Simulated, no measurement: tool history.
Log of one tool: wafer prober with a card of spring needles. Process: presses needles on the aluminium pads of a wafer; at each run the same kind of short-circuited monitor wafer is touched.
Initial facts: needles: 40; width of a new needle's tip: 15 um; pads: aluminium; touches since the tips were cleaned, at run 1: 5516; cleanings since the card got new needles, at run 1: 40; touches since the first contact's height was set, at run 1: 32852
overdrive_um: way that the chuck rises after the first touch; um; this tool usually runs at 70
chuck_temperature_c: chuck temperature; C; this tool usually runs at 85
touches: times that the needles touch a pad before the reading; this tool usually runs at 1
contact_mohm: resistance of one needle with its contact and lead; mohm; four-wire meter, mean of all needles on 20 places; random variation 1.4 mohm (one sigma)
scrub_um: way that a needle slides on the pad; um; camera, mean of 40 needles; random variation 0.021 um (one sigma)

run,day,overdrive_um,chuck_temperature_c,touches,touches since the tips were cleaned,cleanings since the card got new needles,touches since the first contact's height was set,contact_mohm,scrub_um
1,0.000,70,85,1,5516,40,32852,119,10.90
# day 0.479: tips cleaned on abrasive film
2,1.217,70,85,1,6619,41,43734,119,10.86
# day 1.550: tips cleaned on abrasive film
# day 2.558: tips cleaned on abrasive film
3,3.138,70,85,1,5191,43,60922,119,10.88
# day 3.642: tips cleaned on abrasive film
# day 4.667: tips cleaned on abrasive film
4,5.512,70,80,1,7583,45,82161,121,10.90
# day 5.679: tips cleaned on abrasive film
# day 6.750: tips cleaned on abrasive film
5,7.188,70,80,1,3922,47,97133,119,10.89
# day 7.788: tips cleaned on abrasive film
# day 8.817: tips cleaned on abrasive film
6,9.392,70,80,1,5130,49,116849,119,10.85
# day 9.846: tips cleaned on abrasive film
# day 10.788: height of the first contact set anew
# day 10.833: tips cleaned on abrasive film
7,10.833,70,85,1,0,51,379,120,10.89
# day 11.896: tips cleaned on abrasive film
# day 12.954: tips cleaned on abrasive film
8,13.100,76,56,2,1314,53,20670,113,11.78
# day 14.021: tips cleaned on abrasive film
9,14.108,76,36,2,771,54,29659,110,11.81
# day 15.038: tips cleaned on abrasive film
# day 15.996: tips cleaned on abrasive film
10,16.267,76,36,2,2425,56,48967,112,11.81

Predict the results of run 11:
# day 16.967: tips cleaned on abrasive film
# day 17.946: tips cleaned on abrasive film
11,18.467,67,100,2,4694,58,68681,?,?

{"run 11": {"contact_mohm": 120, "scrub_um": 10.43}}
With the hidden condition absent and the run-to-run variation left alone, this run would have shown contact_mohm 119 mohm, scrub_um 10.43 um.

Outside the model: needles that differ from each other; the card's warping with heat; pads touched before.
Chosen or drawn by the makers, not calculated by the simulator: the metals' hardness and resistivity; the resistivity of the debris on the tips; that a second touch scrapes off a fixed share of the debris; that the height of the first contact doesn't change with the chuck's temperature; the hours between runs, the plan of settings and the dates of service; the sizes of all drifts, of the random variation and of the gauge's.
